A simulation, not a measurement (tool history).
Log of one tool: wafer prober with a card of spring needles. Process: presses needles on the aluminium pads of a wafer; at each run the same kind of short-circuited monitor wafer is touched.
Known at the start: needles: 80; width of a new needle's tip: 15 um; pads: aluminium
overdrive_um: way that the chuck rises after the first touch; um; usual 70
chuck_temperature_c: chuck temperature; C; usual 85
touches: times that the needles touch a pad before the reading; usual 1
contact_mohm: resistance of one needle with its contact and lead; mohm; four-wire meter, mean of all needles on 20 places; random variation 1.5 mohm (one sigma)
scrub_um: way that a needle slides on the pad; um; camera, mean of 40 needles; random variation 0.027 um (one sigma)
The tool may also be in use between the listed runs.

run    day  overdrive_um  chuck_temperature_c  touches  contact_mohm  scrub_um
  1  0.000            70                   85        1           135     18.86
     0.071  -- tips cleaned on abrasive film
  2  0.188            70                   85        1           136     18.91
     0.317  -- tips cleaned on abrasive film
  3  0.371            70                   29        1           125     18.90
     0.546  -- tips cleaned on abrasive film
     0.779  -- tips cleaned on abrasive film
  4  0.779            70                   29        1           128     18.86
     1.008  -- tips cleaned on abrasive film
  5  1.108            70                   29        1           122     18.97
     1.258  -- tips cleaned on abrasive film
  6  1.450            53                   85        1           139     14.32
     1.504  -- tips cleaned on abrasive film
     1.762  -- tips cleaned on abrasive film
  7  1.812            53                   85        1           138     14.33
     2.012  -- tips cleaned on abrasive film
  8  2.167            53                   85        1           141     14.35
     2.262  -- tips cleaned on abrasive film
     2.504  -- tips cleaned on abrasive film
  9  2.525            70                   25        1           124     18.99
     2.742  -- tips cleaned on abrasive film
     2.821  -- height of the first contact set anew
 10  2.862            70                   85        1           134     19.02
     2.983  -- tips cleaned on abrasive film
 11  3.029            70                   85        2           135     19.00
     3.242  -- tips cleaned on abrasive film
 12  3.367            70                   85        2           133     19.00
     3.500  -- tips cleaned on abrasive film
 13  3.696            83                  111        3           137     22.53
     3.733  -- tips cleaned on abrasive film
     3.967  -- tips cleaned on abrasive film
 14  3.967            70                   85        1           135     19.04
     4.212  -- tips cleaned on abrasive film
 15  4.229            70                   47        1           127     19.11
     4.458  -- tips cleaned on abrasive film
 16  4.483            75                   64        2           132     20.47
 17  4.650            75                   64        2           133     20.40
     4.717  -- tips cleaned on abrasive film
 18  4.917            75                   64        2           133     20.47
     4.958  -- tips cleaned on abrasive film
     5.200  -- tips cleaned on abrasive film
 19  5.262            74                   64        2           129     20.19
     5.438  -- tips cleaned on abrasive film
 20  5.542            74                   64        2           131     20.18
     5.667  -- tips cleaned on abrasive film
     5.900  -- tips cleaned on abrasive film
 21  5.900            70                   25        2           124     19.15

The same runs without the tool's hidden state, with the same run-to-run variation:
The hidden state here: debris on the tips, nm; way that the needles fall short of the set height, um; tips' diameter, um; drift of the gauge itself on contact_mohm, %; drift of the gauge itself on scrub_um, %.
run  scrub_um
  1     18.87
  2     18.91
  3     18.89
  4     18.83
  5     18.93
  6     14.28
  7     14.28
  8     14.29
  9     18.88
 10     18.89
 11     18.86
 12     18.84
 13     22.33
 14     18.85
 15     18.92
 16     20.24
 17     20.17
 18     20.23
 19     19.94
 20     19.91
 21     18.89
contact_mohm: within 1 mohm of the measured result in every run.
